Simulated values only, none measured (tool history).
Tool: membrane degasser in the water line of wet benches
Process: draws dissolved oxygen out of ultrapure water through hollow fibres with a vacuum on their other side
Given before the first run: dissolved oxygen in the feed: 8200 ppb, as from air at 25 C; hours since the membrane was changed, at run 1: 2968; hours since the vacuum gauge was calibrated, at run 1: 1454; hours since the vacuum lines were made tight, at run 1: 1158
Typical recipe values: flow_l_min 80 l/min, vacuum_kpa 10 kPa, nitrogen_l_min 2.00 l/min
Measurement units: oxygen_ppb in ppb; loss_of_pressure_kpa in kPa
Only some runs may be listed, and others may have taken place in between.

| run | hour | flow_l_min | vacuum_kpa | nitrogen_l_min | hours since the membrane was changed | hours since the vacuum gauge was calibrated | hours since the vacuum lines were made tight | oxygen_ppb | loss_of_pressure_kpa |
|---|---|---|---|---|---|---|---|---|---|
| 1 | 0.0 | 80 | 10 | 2.00 | 2968 | 1454 | 1158 | 540.2 | 49.11 |
| 2 | 56.3 | 80 | 10 | 2.00 | 3024 | 1511 | 1214 | 549.9 | 49.32 |
| 3 | 101.8 | 80 | 17 | 2.00 | 3070 | 1556 | 1260 | 1011.1 | 48.86 |
| 4 | 159.4 | 80 | 17 | 2.00 | 3127 | 1614 | 1317 | 1029.9 | 48.89 |
| 5 | 237.5 | 80 | 17 | 2.00 | 3205 | 1692 | 1396 | 1016.7 | 49.19 |
| 6 | 275.9 | 80 | 17 | 2.00 | 3244 | 1730 | 1434 | 1031.7 | 49.31 |
| 7 | 320.6 | 92 | 10 | 2.00 | 3288 | 1775 | 1479 | 615.9 | 56.58 |
| 8 | 384.0 | 92 | 10 | 2.00 | 3352 | 1838 | 1542 | 612.5 | 56.57 |

The next listed run, before its measurement:
| 9 | 457.7 | 92 | 10 | 3.91 | 3425 | 1912 | 1616 | ? | ? |

oxygen_ppb: 380.0 ppb
loss_of_pressure_kpa: 56.68 kPa
With no hidden state in the tool, this same run would have given oxygen_ppb 379.7 ppb, loss_of_pressure_kpa 56.65 kPa.

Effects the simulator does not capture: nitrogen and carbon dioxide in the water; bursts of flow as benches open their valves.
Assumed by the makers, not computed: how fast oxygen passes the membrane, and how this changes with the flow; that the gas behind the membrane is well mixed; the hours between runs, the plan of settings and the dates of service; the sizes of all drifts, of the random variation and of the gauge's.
